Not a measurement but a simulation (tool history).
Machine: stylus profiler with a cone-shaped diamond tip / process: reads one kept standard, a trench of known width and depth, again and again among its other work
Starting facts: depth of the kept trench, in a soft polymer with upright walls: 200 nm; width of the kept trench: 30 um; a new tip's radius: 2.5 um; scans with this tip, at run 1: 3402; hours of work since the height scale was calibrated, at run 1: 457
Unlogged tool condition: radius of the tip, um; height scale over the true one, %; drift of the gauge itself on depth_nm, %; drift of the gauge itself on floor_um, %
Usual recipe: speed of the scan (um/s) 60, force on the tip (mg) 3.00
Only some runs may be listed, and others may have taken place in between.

run	day	speed of the scan (um/s)	force on the tip (mg)	scans with this tip	hours of work since the height scale was calibrated	depth of the trench (angstrom)	width of the trench's floor (um)
1	0.000	60	3.00	3402	457	2029.0	27.68
2	0.446	60	3.00	3465	466	2029.3	27.74
3	1.271	60	3.00	3582	481	2029.0	27.74
4	1.992	60	5.68	3684	495	2043.9	27.73
5	2.679	63	3.00	3782	508	2029.1	27.74
6	3.096	60	3.17	3841	516	2030.3	27.73
7	3.475	60	3.17	3895	524	2030.4	27.71
8	4.325	60	3.00	4015	540	2029.4	27.67
9	4.775	138	3.00	4079	548	2029.4	27.57
10	5.162	27	3.00	4134	556	2029.6	27.83
11	5.992	27	5.63	4252	572	2043.7	27.79
12	6.733	27	5.63	4357	586	2043.8	27.74
13	7.571	27	5.63	4476	602	2044.0	27.77
14	8.112	45	5.63	4553	612	2044.1	27.70
15	8.567	45	5.63	4617	621	2044.1	27.74
16	9.017	45	5.63	4681	629	2044.2	27.75
# day 9.096: height scale calibrated on a step standard
17	9.779	45	5.63	4786	13	2044.7	27.73
18	10.188	45	5.63	4844	21	2044.8	27.75
19	10.688	24	5.63	4915	30	2044.7	27.74
# day 11.229: height scale calibrated on a step standard, once more
20	11.338	21	3.00	5005	2	2027.6	27.78
21	11.754	179	3.00	5063	10	2028.0	27.45
22	12.342	179	3.00	5147	21	2027.6	27.40
23	13.179	179	3.00	5265	37	2027.6	27.38
24	13.592	179	3.00	5324	45	2027.8	27.40
25	14.429	179	3.00	5443	61	2027.8	27.43
26	15.025	131	6.51	5527	72	2046.7	27.60
27	15.546	25	2.29	5602	82	2023.4	27.68
28	16.075	84	7.17	5677	92	2049.7	27.62
29	16.550	84	7.17	5744	102	2049.5	27.61
30	17.262	35	2.16	5845	115	2022.5	27.70
31	17.933	39	3.00	5940	128	2027.6	27.62
32	18.496	122	6.64	6020	139	2047.3	27.62
33	18.942	207	6.81	6083	147	2047.9	27.46
34	19.329	87	1.23	6138	155	2015.3	27.46
35	19.871	46	3.75	6215	165	2032.4	27.63
36	20.471	203	4.41	6300	176	2036.2	27.35
37	20.933	68	5.41	6366	185	2041.5	27.67
38	21.400	68	5.41	6432	194	2041.6	27.62
39	21.783	71	1.13	6487	201	2015.1	27.45
40	22.162	42	1.49	6540	209	2017.9	27.53
41	22.929	48	3.30	6649	223	2029.9	27.56
42	23.504	132	1.02	6731	234	2014.1	27.21
43	24.071	235	3.00	6811	245	2028.2	27.22
44	24.675	101	3.00	6896	256	2028.5	27.45
45	25.079	101	3.00	6954	264	2028.2	27.54

What differs in the tool's unlogged condition from the final listed run ahead of each entry between runs to the first listed run following it?
After run 16, before run 17: height scale calibrated on a step standard (day 9.096)
  radius of the tip, um: 3.11 -> 3.12; height scale over the true one, %: 0.096 -> 0.135
  measured value less the no-hidden-state value, depth of the trench (angstrom): +2.0 -> +2.7; width of the trench's floor (um): -0.24 -> -0.24
After run 19, before run 20: height scale calibrated on a step standard, once more (day 11.229)
  radius of the tip, um: 3.14 -> 3.15; height scale over the true one, %: 0.137 -> -0.001
  measured value less the no-hidden-state value, depth of the trench (angstrom): +2.8 -> +0.0; width of the trench's floor (um): -0.24 -> -0.25

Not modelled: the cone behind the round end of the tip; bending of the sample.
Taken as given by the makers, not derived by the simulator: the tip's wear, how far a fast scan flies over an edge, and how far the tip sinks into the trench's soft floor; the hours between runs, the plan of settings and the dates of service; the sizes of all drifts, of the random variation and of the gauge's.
